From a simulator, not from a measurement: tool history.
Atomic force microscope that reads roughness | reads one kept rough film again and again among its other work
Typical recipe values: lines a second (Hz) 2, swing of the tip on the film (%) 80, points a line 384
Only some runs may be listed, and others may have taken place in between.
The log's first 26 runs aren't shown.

| run | hour | lines a second (Hz) | swing of the tip on the film (%) | points a line | pictures with this tip | hours of work since the height scale was calibrated | roughness of the kept film (nm (root mean square)) |
|---|---|---|---|---|---|---|---|
|  | 727.5 | new tip fitted |
| 27 | 729 | 2.23 | 89 | 269 | 3 | 1417 | 3.323 |
| 28 | 760.8 | 0.79 | 80 | 384 | 70 | 1438 | 2.773 |
|  | 774.4 | new tip fitted |
| 29 | 798.1 | 2 | 69 | 613 | 50 | 1462 | 3.046 |
|  | 820.7 | new tip fitted |
| 30 | 824.6 | 2 | 82 | 384 | 8 | 1479 | 3.493 |
| 31 | 839.5 | 3.38 | 82 | 519 | 40 | 1489 | 2.76 |
|  | 868.3 | new tip fitted |
| 32 | 874.2 | 3.38 | 82 | 987 | 12 | 1511 | 3.143 |
| 33 | 896 | 1.3 | 80 | 921 | 58 | 1526 | 2.841 |
|  | 914.5 | new tip fitted |
| 34 | 914.7 | 1.3 | 80 | 921 | 1 | 1538 | 3.778 |
| 35 | 946.1 | 1.06 | 65 | 921 | 67 | 1558 | 2.859 |
|  | 962.6 | new tip fitted |
| 36 | 970.6 | 1.06 | 65 | 921 | 17 | 1574 | 3.614 |
| 37 | 997.6 | 2 | 84 | 730 | 74 | 1592 | 2.496 |
|  | 1008.7 | new tip fitted |
| 38 | 1014.1 | 2 | 84 | 301 | 12 | 1602 | 3.366 |
|  | 1019.4 | height scale calibrated on a step standard |
| 39 | 1031.9 | 2.87 | 72 | 397 | 47 | 8 | 3.002 |

Expected results for the next run?
|  | 1055.3 | new tip fitted |
| 40 | 1064.7 | 2 | 58 | 572 | 19 | 29 | ? |

{"run 40": {"roughness of the kept film (nm (root mean square))": 3.708}}
With no hidden state in the tool, this same run would have given roughness of the kept film (nm (root mean square)) 4.09.
